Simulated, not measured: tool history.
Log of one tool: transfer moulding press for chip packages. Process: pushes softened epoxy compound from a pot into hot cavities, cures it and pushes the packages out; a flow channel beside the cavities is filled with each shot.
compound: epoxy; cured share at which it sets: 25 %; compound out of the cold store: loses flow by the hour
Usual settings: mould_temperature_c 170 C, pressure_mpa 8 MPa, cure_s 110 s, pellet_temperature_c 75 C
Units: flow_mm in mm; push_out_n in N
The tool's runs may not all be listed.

run	hour	mould_temperature_c	pressure_mpa	cure_s	pellet_temperature_c	incoming compound's hours out of the cold store	flow_mm	push_out_n
1	0	170	8	110	75	29.4	901	509
2	9.9	170	8	110	65	26.7	910	532
# hour 18.6: plunger's sealing rings changed
# hour 23: cavities cleaned with cleaning compound and waxed
3	28.4	170	8	110	65	46.5	836	554
4	39.4	170	8	110	65	26.3	976	606
5	53.4	170	8	110	77	40.3	864	593
6	66.7	170	8	110	74	24.7	982	619
7	76.4	170	8	110	74	12.6	1079	634
# hour 92.9: cavities cleaned with cleaning compound and waxed
8	93	170	8	110	74	37.1	887	350
9	101.8	170	8	110	74	35	902	374
10	113.5	170	8	110	74	25.1	967	431
# hour 120.5: cavities cleaned with cleaning compound and waxed, once more
11	128.8	170	8	125	75	39.2	874	342
12	144	170	8	110	75	19.3	1011	457
13	163.4	170	6.41	112	75	25.9	854	493
14	175	170	8	139	75	36.5	883	472
15	186.4	170	8	142	75	46.9	819	504
# hour 191: cavities cleaned with cleaning compound and waxed
16	198.1	170	8	142	75	13	1047	344
17	212.2	163	6.37	101	69	11.2	974	853
18	220.6	170	8.85	110	80	44.3	857	443
19	240.1	170	9.49	104	66	16.1	1104	568
20	254.4	176	8	93	75	31	893	505

The next listed run, before its measurement:
# hour 261.3: cavities cleaned with cleaning compound and waxed
21	267.1	170	6.96	110	70	27.4	?	?

flow_mm: 863 mm
push_out_n: 398 N
Without the tool's hidden state the same run would have given flow_mm 906 mm, push_out_n 369 N.

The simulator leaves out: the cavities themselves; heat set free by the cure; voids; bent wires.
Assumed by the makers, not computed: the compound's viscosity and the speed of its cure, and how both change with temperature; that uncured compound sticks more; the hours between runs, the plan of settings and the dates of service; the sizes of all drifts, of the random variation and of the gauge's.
